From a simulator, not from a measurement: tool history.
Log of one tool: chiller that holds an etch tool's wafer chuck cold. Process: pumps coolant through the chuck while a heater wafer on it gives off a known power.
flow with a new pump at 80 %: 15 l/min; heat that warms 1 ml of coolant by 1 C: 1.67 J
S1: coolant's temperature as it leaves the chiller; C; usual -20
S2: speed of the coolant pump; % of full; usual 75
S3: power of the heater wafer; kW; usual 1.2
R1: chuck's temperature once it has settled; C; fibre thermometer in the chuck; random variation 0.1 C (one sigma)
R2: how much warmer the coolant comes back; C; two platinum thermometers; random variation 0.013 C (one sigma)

run,hour,S1,S2,S3,R1,R2
1,0,-20,75,1.2,-4.9,3.11
2,156.1,-20,75,1.2,-5.1,3.13
3,277.7,-20,75,1.2,-4.9,3.16
4,381.6,-20,75,1.2,-4.9,3.13
5,586.3,-20,75,1.2,-7.5,3.11
6,749.2,-20,75,1.2,-7.2,3.15
7,885.2,-25,75,1.2,-12.2,3.15
8,1020.1,-25,75,1.2,-12.3,3.14
9,1178.5,-20,75,1.2,-7.2,3.16
10,1360.7,-20,75,1.2,-7.1,3.17
11,1479.2,-20,68,0.631,-12.5,1.84
12,1627.5,-20,88,1.2,-8.9,2.69
13,1754.1,-12,91,0.988,-3.1,2.1
14,1937.4,-12,93,1.478,1.5,3.1
15,2145.4,-11,69,0.647,-3,1.88
16,2344.9,-11,69,0.647,-3.2,1.9
17,2527.3,-10,69,0.831,0.2,2.42
18,2648.3,-11,67,1.003,1.8,3.01
19,2783.7,-11,67,1.003,1.7,3.01

Taken out of this log: 3 entries between the listed runs. Where each belongs, and how the hidden state differs across it:
Between runs 4 and 5: coolant changed, channels flushed (hour 573.4)
  heat passed by the chuck's channels, % of clean ones': 81.3 -> 99.7; flow at a given pump speed, % of a new pump's: 98.6 -> 98.4; coolant's true temperature over the reading, C: -0.06 -> -0.08
  measured less the result without the state, R1: +2.7 -> +0.1 C; R2: +0.05 -> +0.05 C
Between runs 9 and 10: chiller's thermometer calibrated (hour 1188.3)
  heat passed by the chuck's channels, % of clean ones': 98 -> 97.5; flow at a given pump speed, % of a new pump's: 98 -> 97.8; coolant's true temperature over the reading, C: -0.14 -> -0.19
  measured less the result without the state, R1: +0.4 -> +0.3 C; R2: +0.07 -> +0.07 C
Between runs 13 and 14: chiller's thermometer calibrated, once more (hour 1796.5)
  heat passed by the chuck's channels, % of clean ones': 96.3 -> 95.8; flow at a given pump speed, % of a new pump's: 97.5 -> 97.4; coolant's true temperature over the reading, C: -0.24 -> 0.06
  measured less the result without the state, R1: +0.3 -> +0.9 C; R2: +0.05 -> +0.08 C
